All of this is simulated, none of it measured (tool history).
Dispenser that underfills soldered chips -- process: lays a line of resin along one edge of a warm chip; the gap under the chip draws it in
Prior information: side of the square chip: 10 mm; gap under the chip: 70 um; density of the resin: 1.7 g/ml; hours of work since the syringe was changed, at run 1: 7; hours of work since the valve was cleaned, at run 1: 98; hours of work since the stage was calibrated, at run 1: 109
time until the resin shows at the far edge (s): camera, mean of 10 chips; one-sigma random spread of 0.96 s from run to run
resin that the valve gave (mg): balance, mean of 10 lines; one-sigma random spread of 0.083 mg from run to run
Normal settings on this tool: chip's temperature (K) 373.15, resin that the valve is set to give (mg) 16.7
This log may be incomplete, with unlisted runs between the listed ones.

run	hour	chip's temperature (K)	resin that the valve is set to give (mg)	hours of work since the syringe was changed	hours of work since the valve was cleaned	hours of work since the stage was calibrated	time until the resin shows at the far edge (s)	resin that the valve gave (mg)
1	0.0	373.15	16.7	7	98	109	169.8	15.70
2	4.1	373.15	16.7	10	101	112	222.8	15.78
# hour 7.4: new syringe of resin
3	8.8	364.15	16.7	1	104	115	135.6	15.71
4	13.7	364.15	16.7	4	108	118	180.2	15.56
5	16.6	363.15	16.7	7	110	120	223.4	15.56
6	21.2	373.15	16.7	10	113	124	211.1	15.42
# hour 24.7: new syringe of resin
7	25.4	383.15	16.7	1	116	126	74.2	15.44
8	29.7	383.15	19.0	4	119	130	92.6	17.65
9	33.1	383.15	19.0	6	121	132	113.2	17.47
10	37.8	383.15	19.0	9	125	135	153.1	17.46
# hour 41.6: new syringe of resin
11	42.1	375.15	15.6	0	128	138	93.2	14.31
12	46.9	379.15	16.6	4	131	142	109.0	15.24
13	51.3	370.15	16.7	7	134	145	183.4	15.18
14	53.7	370.15	17.9	9	136	146	211.8	16.32
# hour 58.6: new syringe of resin
15	58.6	371.15	17.9	0	139	150	99.4	16.41

Consider 4 possible next runs. They are alternatives, not a sequence: every one starts from the tool as it was left by run 15. What does each give?
# hour 59.8: dispensing valve cleaned and set on the balance
A	64.4	374.15	20.9	3	3	153	?	?
# hour 59.8: dispensing valve cleaned and set on the balance
B	64.4	362.15	19.5	3	3	153	?	?
# hour 59.8: dispensing valve cleaned and set on the balance
C	64.4	373.15	14.7	3	3	153	?	?
# hour 59.8: dispensing valve cleaned and set on the balance
D	64.4	366.15	17.0	3	3	153	?	?

run	time until the resin shows at the far edge (s)	resin that the valve gave (mg)
A	115.5	20.86
B	168.3	19.57
C	130.1	14.67
D	152.3	16.95
Stripped of hidden state, with their random variation kept, the same runs would have yielded:
run	time until the resin shows at the far edge (s)	resin that the valve gave (mg)
A	85.9	20.91
B	125.1	19.62
C	96.6	14.70
D	113.1	16.99
